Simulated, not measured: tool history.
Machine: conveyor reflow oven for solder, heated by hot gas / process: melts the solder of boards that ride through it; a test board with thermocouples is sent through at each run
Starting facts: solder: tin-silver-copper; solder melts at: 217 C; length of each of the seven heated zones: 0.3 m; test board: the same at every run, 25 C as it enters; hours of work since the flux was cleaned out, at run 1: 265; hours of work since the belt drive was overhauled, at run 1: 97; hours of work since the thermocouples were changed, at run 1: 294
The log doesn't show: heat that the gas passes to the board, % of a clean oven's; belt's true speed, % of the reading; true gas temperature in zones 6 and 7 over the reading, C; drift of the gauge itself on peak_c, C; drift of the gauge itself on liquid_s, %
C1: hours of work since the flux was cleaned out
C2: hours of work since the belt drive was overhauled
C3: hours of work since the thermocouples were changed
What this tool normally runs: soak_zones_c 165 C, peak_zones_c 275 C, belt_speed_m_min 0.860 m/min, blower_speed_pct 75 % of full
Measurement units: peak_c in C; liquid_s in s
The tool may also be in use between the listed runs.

run 1 hour=0.0 | soak_zones_c=165 peak_zones_c=275 belt_speed_m_min=0.860 blower_speed_pct=75 | C1=265 C2=97 C3=294 | peak_c=253.5 liquid_s=29.3
run 2 hour=11.9 | soak_zones_c=165 peak_zones_c=275 belt_speed_m_min=0.860 blower_speed_pct=75 | C1=270 C2=102 C3=299 | peak_c=252.6 liquid_s=29.4
run 3 hour=21.5 | soak_zones_c=165 peak_zones_c=289 belt_speed_m_min=0.860 blower_speed_pct=75 | C1=275 C2=106 C3=303 | peak_c=265.6 liquid_s=33.9
-- hour=28.4 flux residue cleaned out of gas plates and filters
run 4 hour=34.8 | soak_zones_c=152 peak_zones_c=275 belt_speed_m_min=0.860 blower_speed_pct=75 | C1=3 C2=109 C3=306 | peak_c=249.2 liquid_s=25.5
run 5 hour=43.5 | soak_zones_c=152 peak_zones_c=271 belt_speed_m_min=0.860 blower_speed_pct=75 | C1=6 C2=113 C3=310 | peak_c=244.5 liquid_s=23.9
run 6 hour=51.1 | soak_zones_c=165 peak_zones_c=275 belt_speed_m_min=0.879 blower_speed_pct=75 | C1=10 C2=116 C3=313 | peak_c=251.0 liquid_s=27.6
run 7 hour=60.9 | soak_zones_c=165 peak_zones_c=275 belt_speed_m_min=0.860 blower_speed_pct=75 | C1=14 C2=120 C3=317 | peak_c=251.3 liquid_s=28.8
run 8 hour=73.0 | soak_zones_c=159 peak_zones_c=275 belt_speed_m_min=0.860 blower_speed_pct=75 | C1=19 C2=125 C3=322 | peak_c=250.6 liquid_s=27.1
run 9 hour=84.0 | soak_zones_c=165 peak_zones_c=275 belt_speed_m_min=0.967 blower_speed_pct=75 | C1=24 C2=130 C3=327 | peak_c=245.9 liquid_s=22.8
-- hour=97.8 flux residue cleaned out of gas plates and filters, once more
run 10 hour=98.7 | soak_zones_c=165 peak_zones_c=275 belt_speed_m_min=0.860 blower_speed_pct=75 | C1=0 C2=134 C3=331 | peak_c=255.0 liquid_s=30.5
run 11 hour=108.3 | soak_zones_c=165 peak_zones_c=275 belt_speed_m_min=0.860 blower_speed_pct=75 | C1=4 C2=138 C3=335 | peak_c=253.5 liquid_s=30.4
run 12 hour=118.1 | soak_zones_c=165 peak_zones_c=275 belt_speed_m_min=0.860 blower_speed_pct=51 | C1=9 C2=143 C3=339 | peak_c=247.1 liquid_s=26.4
run 13 hour=124.4 | soak_zones_c=162 peak_zones_c=275 belt_speed_m_min=0.860 blower_speed_pct=75 | C1=11 C2=145 C3=342 | peak_c=253.7 liquid_s=29.4
run 14 hour=131.2 | soak_zones_c=162 peak_zones_c=275 belt_speed_m_min=0.860 blower_speed_pct=75 | C1=14 C2=148 C3=345 | peak_c=254.7 liquid_s=29.5
run 15 hour=136.3 | soak_zones_c=162 peak_zones_c=275 belt_speed_m_min=0.860 blower_speed_pct=75 | C1=16 C2=150 C3=347 | peak_c=254.1 liquid_s=29.6
run 16 hour=145.0 | soak_zones_c=162 peak_zones_c=275 belt_speed_m_min=0.860 blower_speed_pct=76 | C1=20 C2=154 C3=351 | peak_c=254.7 liquid_s=29.8
run 17 hour=156.0 | soak_zones_c=162 peak_zones_c=275 belt_speed_m_min=0.860 blower_speed_pct=76 | C1=25 C2=159 C3=355 | peak_c=253.9 liquid_s=29.8
run 18 hour=165.8 | soak_zones_c=162 peak_zones_c=275 belt_speed_m_min=0.860 blower_speed_pct=76 | C1=29 C2=163 C3=360 | peak_c=254.4 liquid_s=29.9
run 19 hour=171.3 | soak_zones_c=162 peak_zones_c=275 belt_speed_m_min=0.860 blower_speed_pct=76 | C1=31 C2=165 C3=362 | peak_c=254.1 liquid_s=29.9
run 20 hour=180.8 | soak_zones_c=162 peak_zones_c=275 belt_speed_m_min=0.860 blower_speed_pct=76 | C1=35 C2=169 C3=366 | peak_c=253.5 liquid_s=29.5
run 21 hour=185.8 | soak_zones_c=165 peak_zones_c=265 belt_speed_m_min=0.842 blower_speed_pct=75 | C1=37 C2=171 C3=368 | peak_c=246.6 liquid_s=27.7
run 22 hour=194.3 | soak_zones_c=166 peak_zones_c=290 belt_speed_m_min=0.860 blower_speed_pct=67 | C1=41 C2=175 C3=372 | peak_c=264.8 liquid_s=34.1
run 23 hour=202.9 | soak_zones_c=166 peak_zones_c=290 belt_speed_m_min=0.860 blower_speed_pct=67 | C1=45 C2=178 C3=375 | peak_c=265.4 liquid_s=34.0
run 24 hour=210.5 | soak_zones_c=166 peak_zones_c=290 belt_speed_m_min=0.860 blower_speed_pct=67 | C1=48 C2=182 C3=379 | peak_c=265.3 liquid_s=34.3
run 25 hour=218.5 | soak_zones_c=166 peak_zones_c=290 belt_speed_m_min=0.860 blower_speed_pct=67 | C1=51 C2=185 C3=382 | peak_c=265.9 liquid_s=34.1
run 26 hour=225.8 | soak_zones_c=165 peak_zones_c=275 belt_speed_m_min=0.804 blower_speed_pct=56 | C1=54 C2=188 C3=385 | peak_c=250.3 liquid_s=31.1
run 27 hour=232.9 | soak_zones_c=165 peak_zones_c=275 belt_speed_m_min=0.804 blower_speed_pct=56 | C1=57 C2=191 C3=388 | peak_c=251.0 liquid_s=30.9

3 ways to go on from here, each from the tool as it stands after run 27. What would each give?
run A hour=241.6 | soak_zones_c=165 peak_zones_c=266 belt_speed_m_min=0.857 blower_speed_pct=56 | C1=61 C2=195 C3=392 | peak_c=? liquid_s=?
run B hour=241.6 | soak_zones_c=165 peak_zones_c=272 belt_speed_m_min=0.768 blower_speed_pct=74 | C1=61 C2=195 C3=392 | peak_c=? liquid_s=?
run C hour=241.6 | soak_zones_c=167 peak_zones_c=268 belt_speed_m_min=0.724 blower_speed_pct=75 | C1=61 C2=195 C3=392 | peak_c=? liquid_s=?

run=A peak_c=241.9 liquid_s=23.6
run=B peak_c=255.1 liquid_s=34.7
run=C peak_c=253.7 liquid_s=37.4
Had the tool no hidden state, the same runs would have come out as:
run=A peak_c=242.9 liquid_s=24.1
run=B peak_c=256.2 liquid_s=35.0
run=C peak_c=254.8 liquid_s=37.7
